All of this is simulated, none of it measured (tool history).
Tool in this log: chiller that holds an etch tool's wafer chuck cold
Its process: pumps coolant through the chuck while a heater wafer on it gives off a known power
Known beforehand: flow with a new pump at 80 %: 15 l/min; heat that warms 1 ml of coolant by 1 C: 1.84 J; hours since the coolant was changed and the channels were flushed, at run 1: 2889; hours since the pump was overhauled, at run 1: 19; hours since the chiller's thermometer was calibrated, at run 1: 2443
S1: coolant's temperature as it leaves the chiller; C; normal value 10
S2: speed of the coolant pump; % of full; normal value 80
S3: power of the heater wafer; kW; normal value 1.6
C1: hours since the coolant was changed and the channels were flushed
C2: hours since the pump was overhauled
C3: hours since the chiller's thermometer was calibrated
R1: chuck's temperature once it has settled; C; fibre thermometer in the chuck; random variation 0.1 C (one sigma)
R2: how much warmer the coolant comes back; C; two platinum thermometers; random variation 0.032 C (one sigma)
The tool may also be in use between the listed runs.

Run 1, day 0: usual settings; C1 2889; C2 19; C3 2443. Result: R1 24.7 C, R2 3.39 C.
Run 2, day 0.796: usual settings; C1 2908; C2 38; C3 2462. Result: R1 24.8 C, R2 3.51 C.
Run 3, day 1.962: usual settings; C1 2936; C2 66; C3 2490. Result: R1 24.5 C, R2 3.48 C.
Run 4, day 2.988: usual settings; C1 2961; C2 91; C3 2515. Result: R1 24.8 C, R2 3.48 C.
Run 5, day 4.404: usual settings but S3 1.676 kW; C1 2995; C2 124; C3 2549. Result: R1 25.2 C, R2 3.68 C.
Run 6, day 5.371: usual settings; C1 3018; C2 148; C3 2572. Result: R1 24.6 C, R2 3.5 C.
Run 7, day 6.125: usual settings but S1 3 C; C1 3036; C2 166; C3 2590. Result: R1 17.5 C, R2 3.59 C.
Run 8, day 6.804: usual settings but S3 1.358 kW; C1 3052; C2 182; C3 2606. Result: R1 22.4 C, R2 3.01 C.
Run 9, day 7.483: usual settings but S3 1.358 kW; C1 3069; C2 198; C3 2623. Result: R1 22.3 C, R2 3.01 C.
Run 10, day 8.675: usual settings but S3 1.358 kW; C1 3097; C2 227; C3 2651. Result: R1 22.4 C, R2 3.05 C.
Run 11, day 9.675: usual settings but S3 1.358 kW; C1 3121; C2 251; C3 2675. Result: R1 22.6 C, R2 3.06 C.
Run 12, day 10.917: usual settings; C1 3151; C2 281; C3 2705. Result: R1 24.7 C, R2 3.6 C.
Run 13, day 11.771: usual settings; C1 3172; C2 301; C3 2726. Result: R1 24.7 C, R2 3.57 C.
Run 14, day 12.617: usual settings; C1 3192; C2 322; C3 2746. Result: R1 24.6 C, R2 3.64 C.
Run 15, day 13.762: usual settings; C1 3219; C2 349; C3 2773. Result: R1 24.9 C, R2 3.59 C.
Run 16, day 15.112: usual settings but S1 1 C; C1 3252; C2 381; C3 2806. Result: R1 15.7 C, R2 3.66 C.
Run 17, day 16.396: usual settings but S2 63 % of full, S3 2.19 kW; C1 3283; C2 412; C3 2837. Result: R1 32.6 C, R2 6.2 C.
Run 18, day 17.271: usual settings but S3 2.147 kW; C1 3304; C2 433; C3 2858. Result: R1 29.6 C, R2 4.79 C.
Run 19, day 18.046: usual settings but S1 12 C, S3 1.437 kW; C1 3322; C2 452; C3 2876. Result: R1 25.2 C, R2 3.24 C.
Run 20, day 19.15: usual settings but S1 12 C, S3 1.437 kW; C1 3349; C2 478; C3 2903. Result: R1 25.2 C, R2 3.33 C.
Run 21, day 20.471: usual settings but S1 20 C, S2 87 % of full, S3 0.807 kW; C1 3380; C2 510; C3 2935. Result: R1 27.2 C, R2 1.82 C.
Run 22, day 21.708: usual settings but S1 20 C, S2 91 % of full, S3 1.877 kW; C1 3410; C2 540; C3 2964. Result: R1 36.1 C, R2 3.77 C.
Run 23, day 23.125: usual settings but S1 8 C, S2 71 % of full, S3 1.877 kW; C1 3444; C2 574; C3 2998. Result: R1 26.2 C, R2 4.81 C.
Run 24, day 24.458: usual settings but S1 8 C, S2 71 % of full, S3 1.877 kW; C1 3476; C2 606; C3 3030. Result: R1 26.4 C, R2 4.78 C.
Run 25, day 25.271: usual settings but S1 7 C, S2 70 % of full, S3 0.822 kW; C1 3496; C2 625; C3 3050. Result: R1 15.1 C, R2 2.34 C.
Run 26, day 26.4: usual settings but S1 5 C, S3 0.972 kW; C1 3523; C2 652; C3 3077. Result: R1 14 C, R2 2.31 C.
Run 27, day 27.346: usual settings but S1 5 C, S3 0.972 kW; C1 3545; C2 675; C3 3099. Result: R1 14 C, R2 2.43 C.

Below are 4 alternative next runs, each starting from the tool's condition after run 27. Predict each:
Run A, day 28.429: usual settings but S1 11 C, S3 1.3 kW; C1 3571; C2 701; C3 3125. Result: R1 ?, R2 ?.
Run B, day 28.429: usual settings but S1 16 C, S3 1.289 kW; C1 3571; C2 701; C3 3125. Result: R1 ?, R2 ?.
Run C, day 28.429: usual settings but S1 4 C, S2 68 % of full, S3 1.668 kW; C1 3571; C2 701; C3 3125. Result: R1 ?, R2 ?.
Run D, day 28.429: usual settings but S2 87 % of full, S3 1.363 kW; C1 3571; C2 701; C3 3125. Result: R1 ?, R2 ?.

run    R1    R2
  A  22.9  3.11
  B  27.8   3.1
  C  20.7  4.52
  D    22  2.99
With no hidden state in the tool, these same runs would have given:
run    R1    R2
  A  22.9  2.83
  B  27.8  2.82
  C  20.7  4.23
  D    22  2.71
